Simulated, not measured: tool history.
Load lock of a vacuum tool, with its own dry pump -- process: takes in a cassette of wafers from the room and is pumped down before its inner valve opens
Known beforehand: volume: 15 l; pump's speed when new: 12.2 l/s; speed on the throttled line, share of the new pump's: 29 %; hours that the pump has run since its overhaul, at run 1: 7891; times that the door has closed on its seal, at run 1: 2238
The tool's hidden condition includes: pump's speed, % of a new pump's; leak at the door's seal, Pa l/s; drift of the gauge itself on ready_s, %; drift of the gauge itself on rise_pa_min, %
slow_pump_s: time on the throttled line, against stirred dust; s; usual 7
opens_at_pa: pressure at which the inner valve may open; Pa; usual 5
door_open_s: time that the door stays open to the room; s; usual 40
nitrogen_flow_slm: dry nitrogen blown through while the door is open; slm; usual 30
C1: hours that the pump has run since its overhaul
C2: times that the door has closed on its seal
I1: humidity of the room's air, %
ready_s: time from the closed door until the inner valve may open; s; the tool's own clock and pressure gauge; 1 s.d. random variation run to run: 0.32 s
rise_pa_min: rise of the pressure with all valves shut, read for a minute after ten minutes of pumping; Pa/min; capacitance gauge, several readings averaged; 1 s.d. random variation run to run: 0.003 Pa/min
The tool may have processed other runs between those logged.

Run 1, day 0: usual settings; C1 7891; C2 2238; I1 47.3. Result: ready_s 18.1 s, rise_pa_min 0.037 Pa/min.
Run 2, day 9.717: usual settings but nitrogen_flow_slm 26 slm; C1 8124; C2 2736; I1 48.9. Result: ready_s 18.2 s, rise_pa_min 0.039 Pa/min.
Run 3, day 15.117: usual settings; C1 8254; C2 3014; I1 44.7. Result: ready_s 18.1 s, rise_pa_min 0.039 Pa/min.
Run 4, day 24.35: usual settings but opens_at_pa 8 Pa; C1 8475; C2 3488; I1 44.8. Result: ready_s 17.8 s, rise_pa_min 0.038 Pa/min.
Run 5, day 29.317: usual settings but opens_at_pa 8 Pa; C1 8595; C2 3742; I1 45.4. Result: ready_s 17.9 s, rise_pa_min 0.038 Pa/min.
Run 6, day 37.121: usual settings but opens_at_pa 8 Pa; C1 8782; C2 4143; I1 42.3. Result: ready_s 17.9 s, rise_pa_min 0.042 Pa/min.
Run 7, day 42.488: usual settings; C1 8911; C2 4418; I1 44.9. Result: ready_s 18.5 s, rise_pa_min 0.043 Pa/min.
Run 8, day 48.521: usual settings; C1 9055; C2 4728; I1 46.7. Result: ready_s 18.9 s, rise_pa_min 0.044 Pa/min.
Run 9, day 53.604: usual settings; C1 9177; C2 4989; I1 42.7. Result: ready_s 18.7 s, rise_pa_min 0.043 Pa/min.
Run 10, day 62.458: usual settings; C1 9390; C2 5443; I1 45.6. Result: ready_s 18.1 s, rise_pa_min 0.049 Pa/min.
Run 11, day 71.171: usual settings; C1 9599; C2 5890; I1 39.7. Result: ready_s 18.7 s, rise_pa_min 0.045 Pa/min.
Run 12, day 79.988: usual settings; C1 9811; C2 6343; I1 46.2. Result: ready_s 18.8 s, rise_pa_min 0.054 Pa/min.
Run 13, day 84.483: usual settings; C1 9919; C2 6574; I1 45.5. Result: ready_s 18.6 s, rise_pa_min 0.049 Pa/min.
Run 14, day 94.221: usual settings; C1 10152; C2 7073; I1 47.7. Result: ready_s 18.8 s, rise_pa_min 0.059 Pa/min.
Run 15, day 99.6: usual settings but slow_pump_s 6 s; C1 10281; C2 7349; I1 47.3. Result: ready_s 18.2 s, rise_pa_min 0.058 Pa/min.
Run 16, day 106.142: usual settings but slow_pump_s 6 s; C1 10438; C2 7685; I1 45.7. Result: ready_s 18.3 s, rise_pa_min 0.053 Pa/min.
Run 17, day 115.967: usual settings but slow_pump_s 6 s; C1 10674; C2 8189; I1 46.3. Result: ready_s 18.3 s, rise_pa_min 0.059 Pa/min.
Run 18, day 125.246: usual settings but slow_pump_s 6 s; C1 10897; C2 8666; I1 42.8. Result: ready_s 18.2 s, rise_pa_min 0.06 Pa/min.
Run 19, day 133.825: usual settings but opens_at_pa 4 Pa, nitrogen_flow_slm 6 slm; C1 11103; C2 9106; I1 47.4. Result: ready_s 19 s, rise_pa_min 0.086 Pa/min.
Run 20, day 143.033: usual settings but opens_at_pa 4 Pa, nitrogen_flow_slm 6 slm; C1 11324; C2 9578; I1 48.1. Result: ready_s 19.7 s, rise_pa_min 0.095 Pa/min.
Run 21, day 147.317: usual settings but slow_pump_s 12 s, opens_at_pa 9 Pa, nitrogen_flow_slm 8 slm; C1 11427; C2 9798; I1 46.8. Result: ready_s 21.5 s, rise_pa_min 0.088 Pa/min.
Run 22, day 156.171: usual settings but slow_pump_s 12 s, opens_at_pa 9 Pa, nitrogen_flow_slm 8 slm; C1 11639; C2 10253; I1 44. Result: ready_s 21.4 s, rise_pa_min 0.089 Pa/min.
Run 23, day 162.529: usual settings but slow_pump_s 4 s, opens_at_pa 9 Pa, door_open_s 56 s, nitrogen_flow_slm 8 slm; C1 11792; C2 10579; I1 45.4. Result: ready_s 16 s, rise_pa_min 0.096 Pa/min.
Run 24, day 172.504: usual settings but slow_pump_s 4 s, door_open_s 122 s, nitrogen_flow_slm 8 slm; C1 12031; C2 11091; I1 44.9. Result: ready_s 17.5 s, rise_pa_min 0.121 Pa/min.
Run 25, day 178.825: usual settings but slow_pump_s 8 s, door_open_s 122 s, nitrogen_flow_slm 8 slm; C1 12183; C2 11415; I1 45.4. Result: ready_s 19.7 s, rise_pa_min 0.129 Pa/min.
Run 26, day 184.417: usual settings but slow_pump_s 8 s, door_open_s 122 s, nitrogen_flow_slm 8 slm; C1 12317; C2 11702; I1 46.6. Result: ready_s 20.1 s, rise_pa_min 0.131 Pa/min.
Run 27, day 190.525: usual settings but slow_pump_s 8 s, door_open_s 122 s, nitrogen_flow_slm 8 slm; C1 12464; C2 12016; I1 44.8. Result: ready_s 19.6 s, rise_pa_min 0.132 Pa/min.
Run 28, day 195.529: usual settings but slow_pump_s 8 s, door_open_s 63 s, nitrogen_flow_slm 15 slm; C1 12584; C2 12273; I1 41.9. Result: ready_s 19.4 s, rise_pa_min 0.096 Pa/min.
Run 29, day 201.725: usual settings but opens_at_pa 4 Pa; C1 12732; C2 12591; I1 46.4. Result: ready_s 19.3 s, rise_pa_min 0.079 Pa/min.
Run 30, day 207.508: usual settings but slow_pump_s 10 s, door_open_s 163 s; C1 12871; C2 12887; I1 45.8. Result: ready_s 21.4 s, rise_pa_min 0.105 Pa/min.
Run 31, day 214.654: usual settings but door_open_s 88 s, nitrogen_flow_slm 10 slm; C1 13043; C2 13254; I1 48.1. Result: ready_s 19.2 s, rise_pa_min 0.124 Pa/min.
Run 32, day 222.3: usual settings but slow_pump_s 5 s, opens_at_pa 4 Pa, door_open_s 177 s, nitrogen_flow_slm 10 slm; C1 13226; C2 13646; I1 48.4. Result: ready_s 18.9 s, rise_pa_min 0.152 Pa/min.
Run 33, day 228.762: usual settings but door_open_s 125 s; C1 13381; C2 13978; I1 45.9. Result: ready_s 19.2 s, rise_pa_min 0.112 Pa/min.
Run 34, day 235.346: usual settings but slow_pump_s 5 s, opens_at_pa 7 Pa, door_open_s 216 s; C1 13539; C2 14316; I1 46.1. Result: ready_s 17.3 s, rise_pa_min 0.125 Pa/min.
Run 35, day 245.554: usual settings but slow_pump_s 5 s, nitrogen_flow_slm 19 slm; C1 13784; C2 14840; I1 45.6. Result: ready_s 18.5 s, rise_pa_min 0.104 Pa/min.
Run 36, day 252.738: usual settings but door_open_s 136 s, nitrogen_flow_slm 4 slm; C1 13957; C2 15209; I1 40.3. Result: ready_s 18.9 s, rise_pa_min 0.163 Pa/min.

Alternative continuations, all from the tool just after run 36; predict every row:
Run A, day 260.738: usual settings but door_open_s 136 s, nitrogen_flow_slm 21 slm; C1 14149; C2 15619; I1 42.5. Result: ready_s ?, rise_pa_min ?.
Run B, day 260.738: usual settings but opens_at_pa 6 Pa, door_open_s 136 s, nitrogen_flow_slm 4 slm; C1 14149; C2 15619; I1 44. Result: ready_s ?, rise_pa_min ?.
Run C, day 260.738: usual settings but slow_pump_s 12 s, door_open_s 44 s, nitrogen_flow_slm 43 slm; C1 14149; C2 15619; I1 44.2. Result: ready_s ?, rise_pa_min ?.
Run D, day 260.738: usual settings but opens_at_pa 7 Pa, door_open_s 186 s; C1 14149; C2 15619; I1 45.8. Result: ready_s ?, rise_pa_min ?.

run  ready_s  rise_pa_min
  A     19.6        0.124
  B     18.9        0.175
  C     23.2        0.091
  D     18.6        0.125
Take away the tool's hidden state, keep each run's random variation, and the runs would have read:
run  ready_s  rise_pa_min
  A     17.6        0.051
  B     16.9        0.103
  C     21.5        0.019
  D     16.7        0.052
